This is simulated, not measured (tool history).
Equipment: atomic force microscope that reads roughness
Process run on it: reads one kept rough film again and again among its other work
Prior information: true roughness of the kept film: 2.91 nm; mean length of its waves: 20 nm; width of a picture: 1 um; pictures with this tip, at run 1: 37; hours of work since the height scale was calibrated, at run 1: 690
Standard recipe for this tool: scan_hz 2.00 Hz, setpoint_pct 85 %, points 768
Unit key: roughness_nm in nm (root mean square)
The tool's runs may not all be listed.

run	hour	scan_hz	setpoint_pct	points	pictures with this tip	hours of work since the height scale was calibrated	roughness_nm
1	0.0	2.00	85	768	37	690	1.935
2	35.9	2.00	85	768	76	713	1.854
3	79.2	2.00	85	768	122	741	1.791
4	117.4	2.00	85	768	164	766	1.719
5	155.4	2.00	85	768	205	791	1.665
6	197.8	1.51	85	768	251	818	1.669
7	223.2	1.51	85	768	278	835	1.633
# hour 238.0: new tip fitted
8	265.0	1.72	85	768	29	862	1.934
9	298.9	1.72	85	274	66	884	1.840
10	342.7	1.72	85	274	113	912	1.753
11	390.2	2.00	85	768	164	943	1.709
12	413.0	1.32	85	768	189	958	1.762
13	434.0	1.32	85	768	212	972	1.738
14	458.3	2.00	85	768	238	988	1.605
15	492.9	2.00	85	768	275	1010	1.555
# hour 506.9: new tip fitted
16	527.2	2.00	85	768	22	1032	1.974
17	572.6	2.00	85	768	71	1062	1.878
18	592.3	2.00	85	768	92	1074	1.856
19	640.4	1.31	85	257	145	1106	1.794
20	680.8	0.90	63	686	188	1132	1.942
21	703.1	0.90	63	686	212	1147	1.908
22	727.4	0.90	63	686	239	1162	1.881
23	769.1	0.90	63	686	284	1190	1.797
# hour 774.1: height scale calibrated on a step standard
# hour 777.7: new tip fitted
24	815.9	0.53	56	865	42	27	2.248
25	863.7	0.53	56	865	93	58	2.142
26	899.2	0.53	56	865	132	81	2.062
27	922.8	2.00	71	308	157	96	1.818
28	950.9	2.00	71	308	188	115	1.777
29	972.9	1.23	70	456	212	129	1.821
30	998.7	0.95	68	768	239	146	1.845
# hour 1047.2: new tip fitted
31	1047.8	1.68	64	761	1	177	2.187
# hour 1065.0: height scale calibrated on a step standard, once more
32	1083.9	1.48	64	620	39	12	2.169
33	1111.3	1.48	64	620	69	30	2.099
34	1144.4	1.48	64	620	105	52	2.057
35	1171.0	0.76	59	511	133	69	2.034
36	1204.1	0.76	59	511	169	91	1.983

Predict each of these 3 candidate next runs independently; none follows another, all start after run 36:
A	1231.1	2.00	78	379	198	108	?
B	1231.1	0.76	60	511	198	108	?
C	1231.1	0.83	61	555	198	108	?

run	roughness_nm
A	1.724
B	1.937
C	1.941
Had the tool no hidden state, the same runs would have come out as:
run	roughness_nm
A	2.103
B	2.360
C	2.366
